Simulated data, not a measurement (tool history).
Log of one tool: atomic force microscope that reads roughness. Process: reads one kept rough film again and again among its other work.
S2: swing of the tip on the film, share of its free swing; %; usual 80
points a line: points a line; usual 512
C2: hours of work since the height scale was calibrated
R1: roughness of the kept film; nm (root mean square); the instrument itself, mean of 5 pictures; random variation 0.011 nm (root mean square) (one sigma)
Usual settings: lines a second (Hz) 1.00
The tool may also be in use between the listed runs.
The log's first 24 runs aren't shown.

-- hour=597.3 new tip fitted
run 25 hour=600.0 | lines_a_second_(Hz)=1.00 S2=80 points_a_line=633 | pictures_with_this_tip=4 C2=637 | R1=2.527
run 26 hour=625.6 | lines_a_second_(Hz)=1.00 S2=60 points_a_line=512 | pictures_with_this_tip=47 C2=650 | R1=2.418
-- hour=638.7 new tip fitted
run 27 hour=660.5 | lines_a_second_(Hz)=1.00 S2=60 points_a_line=512 | pictures_with_this_tip=36 C2=669 | R1=2.449
-- hour=664.0 height scale calibrated on a step standard
-- hour=679.8 new tip fitted
run 28 hour=690.5 | lines_a_second_(Hz)=1.54 S2=58 points_a_line=512 | pictures_with_this_tip=18 C2=14 | R1=2.512
run 29 hour=708.5 | lines_a_second_(Hz)=1.54 S2=58 points_a_line=512 | pictures_with_this_tip=48 C2=24 | R1=2.372
-- hour=721.2 new tip fitted
run 30 hour=733.2 | lines_a_second_(Hz)=0.60 S2=84 points_a_line=316 | pictures_with_this_tip=20 C2=36 | R1=2.482
run 31 hour=756.8 | lines_a_second_(Hz)=0.60 S2=84 points_a_line=316 | pictures_with_this_tip=60 C2=49 | R1=2.297
-- hour=762.7 new tip fitted
run 32 hour=784.2 | lines_a_second_(Hz)=0.60 S2=84 points_a_line=316 | pictures_with_this_tip=36 C2=63 | R1=2.418
-- hour=804.6 new tip fitted
run 33 hour=815.4 | lines_a_second_(Hz)=1.62 S2=58 points_a_line=410 | pictures_with_this_tip=19 C2=80 | R1=2.508
-- hour=843.9 new tip fitted
run 34 hour=848.7 | lines_a_second_(Hz)=1.62 S2=58 points_a_line=410 | pictures_with_this_tip=8 C2=97 | R1=2.561
-- hour=860.4 height scale calibrated on a step standard, once more
run 35 hour=868.0 | lines_a_second_(Hz)=0.59 S2=58 points_a_line=442 | pictures_with_this_tip=39 C2=4 | R1=2.413
-- hour=887.0 new tip fitted
run 36 hour=903.3 | lines_a_second_(Hz)=0.59 S2=58 points_a_line=442 | pictures_with_this_tip=27 C2=23 | R1=2.458
run 37 hour=926.0 | lines_a_second_(Hz)=1.07 S2=72 points_a_line=512 | pictures_with_this_tip=65 C2=35 | R1=2.300
-- hour=928.6 new tip fitted
run 38 hour=957.6 | lines_a_second_(Hz)=1.21 S2=66 points_a_line=512 | pictures_with_this_tip=48 C2=51 | R1=2.343
-- hour=969.3 new tip fitted
run 39 hour=980.4 | lines_a_second_(Hz)=1.33 S2=66 points_a_line=637 | pictures_with_this_tip=19 C2=63 | R1=2.499
run 40 hour=1005.4 | lines_a_second_(Hz)=1.33 S2=77 points_a_line=391 | pictures_with_this_tip=61 C2=77 | R1=2.280
-- hour=1008.8 new tip fitted
run 41 hour=1039.5 | lines_a_second_(Hz)=1.10 S2=63 points_a_line=489 | pictures_with_this_tip=51 C2=95 | R1=2.345
-- hour=1048.9 new tip fitted
run 42 hour=1070.1 | lines_a_second_(Hz)=1.10 S2=63 points_a_line=489 | pictures_with_this_tip=36 C2=111 | R1=2.404
run 43 hour=1087.4 | lines_a_second_(Hz)=1.10 S2=63 points_a_line=489 | pictures_with_this_tip=65 C2=120 | R1=2.294
-- hour=1090.0 new tip fitted
run 44 hour=1107.1 | lines_a_second_(Hz)=2.68 S2=80 points_a_line=395 | pictures_with_this_tip=28 C2=130 | R1=2.311
run 45 hour=1125.0 | lines_a_second_(Hz)=0.61 S2=86 points_a_line=512 | pictures_with_this_tip=59 C2=140 | R1=2.333
-- hour=1132.0 new tip fitted
run 46 hour=1140.9 | lines_a_second_(Hz)=0.58 S2=80 points_a_line=345 | pictures_with_this_tip=15 C2=148 | R1=2.491
run 47 hour=1167.3 | lines_a_second_(Hz)=1.00 S2=80 points_a_line=833 | pictures_with_this_tip=60 C2=162 | R1=2.303
-- hour=1174.0 new tip fitted
run 48 hour=1186.2 | lines_a_second_(Hz)=1.48 S2=80 points_a_line=875 | pictures_with_this_tip=21 C2=172 | R1=2.431
-- hour=1215.0 new tip fitted
run 49 hour=1215.0 | lines_a_second_(Hz)=2.14 S2=80 points_a_line=875 | pictures_with_this_tip=0 C2=187 | R1=2.472

Forecast each of these 5 alternatives for the next run:
run A hour=1241.6 | lines_a_second_(Hz)=2.14 S2=87 points_a_line=875 | pictures_with_this_tip=45 C2=201 | R1=?
run B hour=1241.6 | lines_a_second_(Hz)=1.39 S2=56 points_a_line=278 | pictures_with_this_tip=45 C2=201 | R1=?
run C hour=1241.6 | lines_a_second_(Hz)=3.93 S2=82 points_a_line=435 | pictures_with_this_tip=45 C2=201 | R1=?
run D hour=1241.6 | lines_a_second_(Hz)=0.79 S2=68 points_a_line=410 | pictures_with_this_tip=45 C2=201 | R1=?
run E hour=1241.6 | lines_a_second_(Hz)=1.00 S2=67 points_a_line=512 | pictures_with_this_tip=45 C2=201 | R1=?

run=A R1=2.240
run=B R1=2.370
run=C R1=2.168
run=D R1=2.370
run=E R1=2.383
Without the tool's hidden state the same runs would have given:
run=A R1=2.411
run=B R1=2.551
run=C R1=2.333
run=D R1=2.551
run=E R1=2.566
